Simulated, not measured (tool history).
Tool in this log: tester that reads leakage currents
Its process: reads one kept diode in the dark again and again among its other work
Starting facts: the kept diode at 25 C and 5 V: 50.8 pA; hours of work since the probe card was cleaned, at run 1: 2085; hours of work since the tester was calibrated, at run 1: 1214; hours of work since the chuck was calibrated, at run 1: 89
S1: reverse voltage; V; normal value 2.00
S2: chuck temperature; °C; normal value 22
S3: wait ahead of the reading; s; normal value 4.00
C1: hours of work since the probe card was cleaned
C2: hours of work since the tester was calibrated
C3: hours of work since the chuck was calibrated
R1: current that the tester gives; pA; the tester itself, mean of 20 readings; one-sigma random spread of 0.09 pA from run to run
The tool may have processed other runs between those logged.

Run 1, day 0.000: usual settings; C1 2085; C2 1214; C3 89. Result: R1 29.38 pA.
Run 2, day 2.975: usual settings; C1 2117; C2 1247; C3 122. Result: R1 29.80 pA.
Run 3, day 5.862: usual settings; C1 2149; C2 1279; C3 153. Result: R1 29.70 pA.
Run 4, day 11.625: usual settings; C1 2212; C2 1342; C3 217. Result: R1 30.20 pA.
Run 5, day 17.529: usual settings; C1 2277; C2 1407; C3 282. Result: R1 30.63 pA.
Run 6, day 21.288: usual settings; C1 2319; C2 1448; C3 323. Result: R1 30.61 pA.
Run 7, day 27.146: usual settings; C1 2383; C2 1513; C3 388. Result: R1 31.17 pA.
Run 8, day 30.462: usual settings; C1 2420; C2 1549; C3 424. Result: R1 31.47 pA.
Run 9, day 33.829: usual settings; C1 2457; C2 1586; C3 461. Result: R1 31.72 pA.
Run 10, day 39.667: usual settings; C1 2521; C2 1651; C3 525. Result: R1 31.82 pA.
Run 11, day 46.142: usual settings but S3 0.77 s; C1 2592; C2 1722; C3 597. Result: R1 32.83 pA.
Run 12, day 50.562: usual settings but S3 0.77 s; C1 2641; C2 1771; C3 645. Result: R1 33.55 pA.
Run 13, day 56.142: usual settings but S1 3.46 V; C1 2702; C2 1832; C3 707. Result: R1 45.42 pA.
Run 14, day 59.592: usual settings but S1 3.46 V; C1 2740; C2 1870; C3 745. Result: R1 45.67 pA.
Run 15, day 62.662: usual settings but S1 7.99 V; C1 2774; C2 1904; C3 778. Result: R1 77.23 pA.
Run 16, day 67.221: usual settings but S1 7.99 V, S2 56 °C, S3 3.53 s; C1 2824; C2 1954; C3 829. Result: R1 861.90 pA.
Run 17, day 71.750: usual settings but S1 3.93 V, S2 53 °C; C1 2874; C2 2004; C3 878. Result: R1 493.79 pA.
Run 18, day 75.433: usual settings but S1 17.48 V, S2 53 °C, S3 0.44 s; C1 2915; C2 2044; C3 919. Result: R1 1057.18 pA.
At day 77.042: probe card cleaned and baked.
Run 19, day 81.858: usual settings but S1 17.48 V, S2 53 °C, S3 0.44 s; C1 53; C2 2113; C3 988. Result: R1 1022.91 pA.
Run 20, day 84.750: usual settings but S3 4.01 s; C1 85; C2 2145; C3 1020. Result: R1 29.47 pA.
Run 21, day 88.700: usual settings but S3 4.01 s; C1 128; C2 2189; C3 1064. Result: R1 29.74 pA.
Run 22, day 93.242: usual settings but S1 1.22 V, S2 20 °C; C1 178; C2 2239; C3 1114. Result: R1 19.76 pA.
Run 23, day 96.942: usual settings but S1 1.93 V, S3 0.54 s; C1 219; C2 2280; C3 1154. Result: R1 30.78 pA.

Run 24 comes next. What will it give?
At day 101.738: chuck's temperature calibrated.
Run 24, day 103.417: usual settings but S1 5.58 V, S2 32 °C, S3 8.61 s; C1 289; C2 2350; C3 18. Result: R1 ?.

{"run 24": {"R1": 97.92}}
With no hidden state in the tool, this same run would have given R1 98.24 pA.
